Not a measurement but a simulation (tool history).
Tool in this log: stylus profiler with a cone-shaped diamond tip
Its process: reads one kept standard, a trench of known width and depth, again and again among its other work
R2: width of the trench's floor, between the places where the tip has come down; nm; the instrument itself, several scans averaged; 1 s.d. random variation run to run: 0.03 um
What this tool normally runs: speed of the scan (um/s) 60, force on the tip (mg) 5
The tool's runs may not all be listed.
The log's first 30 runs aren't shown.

-- hour=573.8 height scale calibrated on a step standard
run 31 hour=596.7 | speed_of_the_scan_(um/s)=50 force_on_the_tip_(mg)=4.14 | depth_of_the_trench_(Å)=1014.4 R2=28380
run 32 hour=616.3 | speed_of_the_scan_(um/s)=75 force_on_the_tip_(mg)=3.48 | depth_of_the_trench_(Å)=1011.6 R2=28290
run 33 hour=630.1 | speed_of_the_scan_(um/s)=193 force_on_the_tip_(mg)=3.48 | depth_of_the_trench_(Å)=1013 R2=27920
run 34 hour=647.1 | speed_of_the_scan_(um/s)=193 force_on_the_tip_(mg)=3.48 | depth_of_the_trench_(Å)=1012.1 R2=27940
run 35 hour=672.9 | speed_of_the_scan_(um/s)=193 force_on_the_tip_(mg)=3.48 | depth_of_the_trench_(Å)=1012.4 R2=27890
-- hour=680.2 height scale calibrated on a step standard, once more
run 36 hour=695.7 | speed_of_the_scan_(um/s)=23 force_on_the_tip_(mg)=5.3 | depth_of_the_trench_(Å)=1017.5 R2=28500
run 37 hour=711.6 | speed_of_the_scan_(um/s)=234 force_on_the_tip_(mg)=2.37 | depth_of_the_trench_(Å)=1009.5 R2=27590
run 38 hour=738.3 | speed_of_the_scan_(um/s)=123 force_on_the_tip_(mg)=6.91 | depth_of_the_trench_(Å)=1021.2 R2=28240
run 39 hour=763.1 | speed_of_the_scan_(um/s)=143 force_on_the_tip_(mg)=6.6 | depth_of_the_trench_(Å)=1019.4 R2=28190
run 40 hour=784.1 | speed_of_the_scan_(um/s)=192 force_on_the_tip_(mg)=12.2 | depth_of_the_trench_(Å)=1029.7 R2=28180
run 41 hour=797.4 | speed_of_the_scan_(um/s)=205 force_on_the_tip_(mg)=6.18 | depth_of_the_trench_(Å)=1019.1 R2=28040
run 42 hour=810.3 | speed_of_the_scan_(um/s)=45 force_on_the_tip_(mg)=1.68 | depth_of_the_trench_(Å)=1007.6 R2=28320
run 43 hour=828.7 | speed_of_the_scan_(um/s)=45 force_on_the_tip_(mg)=1.68 | depth_of_the_trench_(Å)=1007.2 R2=28360
run 44 hour=857.9 | speed_of_the_scan_(um/s)=179 force_on_the_tip_(mg)=13.39 | depth_of_the_trench_(Å)=1031.4 R2=28210
run 45 hour=876 | speed_of_the_scan_(um/s)=179 force_on_the_tip_(mg)=13.39 | depth_of_the_trench_(Å)=1031.4 R2=28250

What if the next run were any one of these 3? Each begins from the tool's condition after run 45:
run A hour=890.6 | speed_of_the_scan_(um/s)=25 force_on_the_tip_(mg)=8.21 | depth_of_the_trench_(Å)=? R2=?
run B hour=890.6 | speed_of_the_scan_(um/s)=47 force_on_the_tip_(mg)=2.95 | depth_of_the_trench_(Å)=? R2=?
run C hour=890.6 | speed_of_the_scan_(um/s)=60 force_on_the_tip_(mg)=10.45 | depth_of_the_trench_(Å)=? R2=?

run=A depth_of_the_trench_(Å)=1022.9 R2=28430
run=B depth_of_the_trench_(Å)=1010.4 R2=28360
run=C depth_of_the_trench_(Å)=1026 R2=28370
What these runs would have given with no unlogged condition in the tool:
run=A depth_of_the_trench_(Å)=1023.2 R2=28510
run=B depth_of_the_trench_(Å)=1010.7 R2=28440
run=C depth_of_the_trench_(Å)=1026.3 R2=28450
